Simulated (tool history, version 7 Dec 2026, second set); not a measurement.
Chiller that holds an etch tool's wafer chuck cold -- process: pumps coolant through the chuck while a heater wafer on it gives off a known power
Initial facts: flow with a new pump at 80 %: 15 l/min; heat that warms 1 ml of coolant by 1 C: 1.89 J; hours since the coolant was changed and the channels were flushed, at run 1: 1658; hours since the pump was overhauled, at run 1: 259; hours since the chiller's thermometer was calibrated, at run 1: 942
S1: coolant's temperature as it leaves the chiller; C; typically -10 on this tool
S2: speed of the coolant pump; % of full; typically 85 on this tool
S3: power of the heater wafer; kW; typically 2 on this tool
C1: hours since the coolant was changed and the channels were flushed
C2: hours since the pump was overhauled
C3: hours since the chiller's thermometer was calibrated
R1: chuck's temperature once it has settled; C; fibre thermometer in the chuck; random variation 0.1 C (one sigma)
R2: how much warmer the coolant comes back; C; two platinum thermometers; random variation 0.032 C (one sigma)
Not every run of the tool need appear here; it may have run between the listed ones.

{"run": 1, "hour": 0.0, "S1": -10, "S2": 85, "S3": 2, "C1": 1658, "C2": 259, "C3": 942, "R1": 1.7, "R2": 3.93}
{"run": 2, "hour": 63.0, "S1": -3, "S2": 85, "S3": 2, "C1": 1721, "C2": 322, "C3": 1005, "R1": 8.6, "R2": 3.91}
{"run": 3, "hour": 138.4, "S1": -10, "S2": 85, "S3": 2.975, "C1": 1797, "C2": 398, "C3": 1080, "R1": 7.4, "R2": 5.89}
{"run": 4, "hour": 223.2, "S1": -1, "S2": 85, "S3": 2, "C1": 1881, "C2": 482, "C3": 1165, "R1": 10.7, "R2": 3.99}
{"run": 5, "hour": 310.6, "S1": -1, "S2": 85, "S3": 2, "C1": 1969, "C2": 570, "C3": 1252, "R1": 10.8, "R2": 3.98}
{"run": 6, "hour": 352.7, "S1": -1, "S2": 85, "S3": 2, "C1": 2011, "C2": 612, "C3": 1294, "R1": 10.8, "R2": 3.96}
{"run": 7, "hour": 433.5, "S1": -10, "S2": 85, "S3": 2.375, "C1": 2092, "C2": 693, "C3": 1375, "R1": 3.9, "R2": 4.75}
{"run": 8, "hour": 499.4, "S1": -10, "S2": 85, "S3": 2, "C1": 2158, "C2": 759, "C3": 1441, "R1": 1.8, "R2": 4.04}
{"run": 9, "hour": 577.9, "S1": -10, "S2": 85, "S3": 2, "C1": 2236, "C2": 837, "C3": 1519, "R1": 1.8, "R2": 3.95}
{"run": 10, "hour": 637.4, "S1": -10, "S2": 85, "S3": 2, "C1": 2296, "C2": 897, "C3": 1579, "R1": 1.7, "R2": 4}
{"run": 11, "hour": 712.8, "S1": -10, "S2": 85, "S3": 2, "C1": 2371, "C2": 972, "C3": 1654, "R1": 1.6, "R2": 4.06}
{"run": 12, "hour": 779.6, "S1": -10, "S2": 85, "S3": 2, "C1": 2438, "C2": 1039, "C3": 1721, "R1": 1.6, "R2": 4.07}
{"run": 13, "hour": 846.8, "S1": -10, "S2": 85, "S3": 2, "C1": 2505, "C2": 1106, "C3": 1788, "R1": 1.9, "R2": 4.04}
{"run": 14, "hour": 914.9, "S1": -10, "S2": 85, "S3": 2, "C1": 2573, "C2": 1174, "C3": 1856, "R1": 1.9, "R2": 4}
{"run": 15, "hour": 971.8, "S1": -10, "S2": 85, "S3": 2, "C1": 2630, "C2": 1231, "C3": 1913, "R1": 1.7, "R2": 4.02}
{"run": 16, "hour": 1029.9, "S1": -10, "S2": 85, "S3": 2.762, "C1": 2688, "C2": 1289, "C3": 1971, "R1": 6.2, "R2": 5.64}
{"run": 17, "hour": 1114.0, "S1": -10, "S2": 85, "S3": 2.762, "C1": 2772, "C2": 1373, "C3": 2056, "R1": 6.3, "R2": 5.51}
{"run": 18, "hour": 1166.9, "S1": -10, "S2": 72, "S3": 2.762, "C1": 2825, "C2": 1426, "C3": 2108, "R1": 8.9, "R2": 6.66}
{"run": 19, "hour": 1249.6, "S1": -3, "S2": 72, "S3": 2.685, "C1": 2908, "C2": 1509, "C3": 2191, "R1": 15.5, "R2": 6.52}
{"run": 20, "hour": 1333.3, "S1": -10, "S2": 74, "S3": 2.679, "C1": 2991, "C2": 1592, "C3": 2275, "R1": 7.8, "R2": 6.3}
{"run": 21, "hour": 1385.4, "S1": -3, "S2": 74, "S3": 2.679, "C1": 3044, "C2": 1645, "C3": 2327, "R1": 14.8, "R2": 6.34}
{"run": 22, "hour": 1437.8, "S1": -1, "S2": 60, "S3": 2.072, "C1": 3096, "C2": 1697, "C3": 2379, "R1": 15.8, "R2": 6.08}
{"run": 23, "hour": 1492.5, "S1": -16, "S2": 97, "S3": 2.072, "C1": 3151, "C2": 1752, "C3": 2434, "R1": -5.2, "R2": 3.68}
{"run": 24, "hour": 1537.9, "S1": -16, "S2": 97, "S3": 2.072, "C1": 3196, "C2": 1797, "C3": 2479, "R1": -5.2, "R2": 3.67}
{"run": 25, "hour": 1582.1, "S1": -16, "S2": 97, "S3": 2.072, "C1": 3240, "C2": 1841, "C3": 2524, "R1": -5.2, "R2": 3.66}

Run 26 is up next; what results do you expect?
{"run": 26, "hour": 1637.3, "S1": -1, "S2": 66, "S3": 1.441, "C1": 3295, "C2": 1896, "C3": 2579, "R1": "?", "R2": "?"}

R1: 9.6 C
R2: 3.87 C
Minus the tool's unlogged condition, the same run would have read R1 9.6 C, R2 3.72 C.

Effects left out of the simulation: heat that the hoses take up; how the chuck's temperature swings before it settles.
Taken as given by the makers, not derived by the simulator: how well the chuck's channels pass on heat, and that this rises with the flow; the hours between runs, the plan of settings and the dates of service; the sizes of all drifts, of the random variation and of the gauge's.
